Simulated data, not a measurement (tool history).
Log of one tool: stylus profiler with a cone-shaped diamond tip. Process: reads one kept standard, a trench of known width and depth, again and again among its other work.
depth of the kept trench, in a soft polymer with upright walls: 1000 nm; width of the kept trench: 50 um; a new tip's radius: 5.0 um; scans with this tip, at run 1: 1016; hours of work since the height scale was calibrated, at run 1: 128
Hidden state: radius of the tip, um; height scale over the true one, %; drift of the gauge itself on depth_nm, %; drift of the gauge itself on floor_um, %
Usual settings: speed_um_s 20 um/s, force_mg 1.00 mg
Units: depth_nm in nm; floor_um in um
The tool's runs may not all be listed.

run,hour,speed_um_s,force_mg,scans with this tip,hours of work since the height scale was calibrated,depth_nm,floor_um
1,0.0,20,1.00,1016,128,1006.97,43.77
2,13.3,19,1.00,1079,136,1007.11,43.74
3,28.9,19,1.00,1153,145,1007.30,43.73
4,42.1,20,1.00,1215,153,1007.05,43.72
5,56.5,10,1.00,1283,161,1007.17,43.80
6,71.7,10,1.00,1356,171,1006.48,43.75
7,85.0,66,1.00,1418,179,1006.90,43.32
8,99.0,58,1.00,1485,187,1006.94,43.40
9,115.1,58,1.00,1561,196,1006.55,43.36
10,130.2,58,1.00,1632,205,1006.60,43.39
11,138.7,20,1.00,1673,210,1006.72,43.67
12,149.9,20,1.00,1726,217,1006.53,43.64
13,166.0,20,1.00,1802,227,1006.51,43.65
14,177.7,20,1.00,1857,234,1007.14,43.59
15,194.3,20,1.00,1936,244,1006.59,43.63
16,202.5,20,0.36,1974,248,1003.06,43.50
17,218.1,20,0.36,2048,258,1003.03,43.52
18,236.0,20,0.36,2133,268,1002.98,43.55
19,246.6,20,0.36,2183,275,1002.96,43.46
20,264.5,20,0.36,2268,285,1002.89,43.46
21,282.2,20,0.36,2352,296,1002.80,43.55
22,290.2,20,0.36,2389,301,1003.24,43.52
23,304.2,20,0.36,2456,309,1002.60,43.46
24,315.7,37,1.29,2510,316,1008.05,43.47
25,330.9,42,0.33,2582,325,1002.45,43.16
26,343.1,67,1.00,2640,332,1006.32,43.21
27,354.9,12,0.82,2695,339,1005.46,43.61
28,364.2,12,0.82,2740,345,1005.92,43.60
29,372.7,12,0.82,2780,350,1005.34,43.53
30,385.0,23,0.38,2838,357,1002.91,43.41
31,396.9,39,1.47,2894,364,1008.56,43.45
32,411.6,39,1.47,2964,373,1008.52,43.42
33,427.1,39,1.47,3037,382,1008.39,43.41
34,442.7,39,1.47,3111,392,1008.53,43.43
35,451.8,5,1.19,3154,397,1007.17,43.60
36,465.6,31,0.71,3219,405,1005.07,43.34
37,475.5,77,1.70,3266,411,1009.60,43.15
38,483.6,70,0.60,3304,416,1004.02,42.90
39,491.3,6,2.04,3341,420,1010.83,43.58
40,501.9,32,1.88,3391,427,1009.85,43.46
41,512.4,36,0.47,3441,433,1003.73,43.21
42,529.0,8,1.21,3519,443,1006.89,43.51
43,542.9,10,1.54,3585,451,1008.70,43.52
44,557.1,14,0.59,3653,460,1003.76,43.48
45,564.7,48,1.43,3688,464,1008.22,43.27

Hidden state or all else? Some run-to-run changes of depth_nm, split into what the settings, what came in and random variation would give without the hidden state, and what is left for the hidden state (with any gauge scatter that isn't in both results):
Run 3 -> 4: speed_um_s 19 -> 20. depth_nm -0.25 nm: hidden state -0.03, all else -0.22.
Run 14 -> 15: no setting changed, nothing entered. depth_nm -0.55 nm: hidden state -0.04, all else -0.51.
Run 20 -> 21: no setting changed, nothing entered. depth_nm -0.09 nm: hidden state -0.04, all else -0.05.
Run 30 -> 31: speed_um_s 23 -> 39, force_mg 0.38 -> 1.47. depth_nm +5.65 nm: hidden state -0.02, all else +5.67.
Run 38 -> 39: speed_um_s 70 -> 6, force_mg 0.60 -> 2.04. depth_nm +6.81 nm: hidden state -0.01, all else +6.82.
Run 40 -> 41: speed_um_s 32 -> 36, force_mg 1.88 -> 0.47. depth_nm -6.12 nm: hidden state +0.00, all else -6.12.
